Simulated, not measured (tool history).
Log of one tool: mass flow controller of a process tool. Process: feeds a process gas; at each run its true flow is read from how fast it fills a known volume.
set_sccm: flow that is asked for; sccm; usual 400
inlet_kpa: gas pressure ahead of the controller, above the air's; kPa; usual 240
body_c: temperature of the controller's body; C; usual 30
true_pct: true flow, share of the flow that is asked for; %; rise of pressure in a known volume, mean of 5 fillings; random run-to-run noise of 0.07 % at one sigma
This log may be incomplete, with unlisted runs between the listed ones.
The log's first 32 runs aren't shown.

| run | hour | set_sccm | inlet_kpa | body_c | hours of work since the controller was set to zero | hours of work since the controller was changed | true_pct |
|---|---|---|---|---|---|---|---|
| 33 | 1975.9 | 218 | 234 | 38 | 179 | 1660 | 99.12 |
| 34 | 2023.4 | 400 | 166 | 35 | 196 | 1676 | 98.96 |
| 35 | 2073.5 | 400 | 212 | 35 | 213 | 1693 | 99.19 |
| 36 | 2110.0 | 309 | 212 | 23 | 225 | 1705 | 97.62 |
| 37 | 2145.2 | 400 | 221 | 30 | 237 | 1717 | 98.76 |
| 38 | 2200.2 | 143 | 212 | 36 | 255 | 1736 | 98.87 |
| 39 | 2236.2 | 251 | 268 | 31 | 268 | 1748 | 98.76 |
| 40 | 2291.3 | 996 | 218 | 38 | 286 | 1767 | 101.45 |
| 41 | 2349.3 | 402 | 201 | 26 | 306 | 1786 | 98.35 |

Estimate the outcome of run 42 from the log above:
| 42 | 2389.3 | 383 | 259 | 23 | 319 | 1800 | ? |

Run 42 produced true_pct 98.17 %.
Take away the tool's hidden state, keep the run-to-run variation as it was, and the same run would have given true_pct 98.35 %.

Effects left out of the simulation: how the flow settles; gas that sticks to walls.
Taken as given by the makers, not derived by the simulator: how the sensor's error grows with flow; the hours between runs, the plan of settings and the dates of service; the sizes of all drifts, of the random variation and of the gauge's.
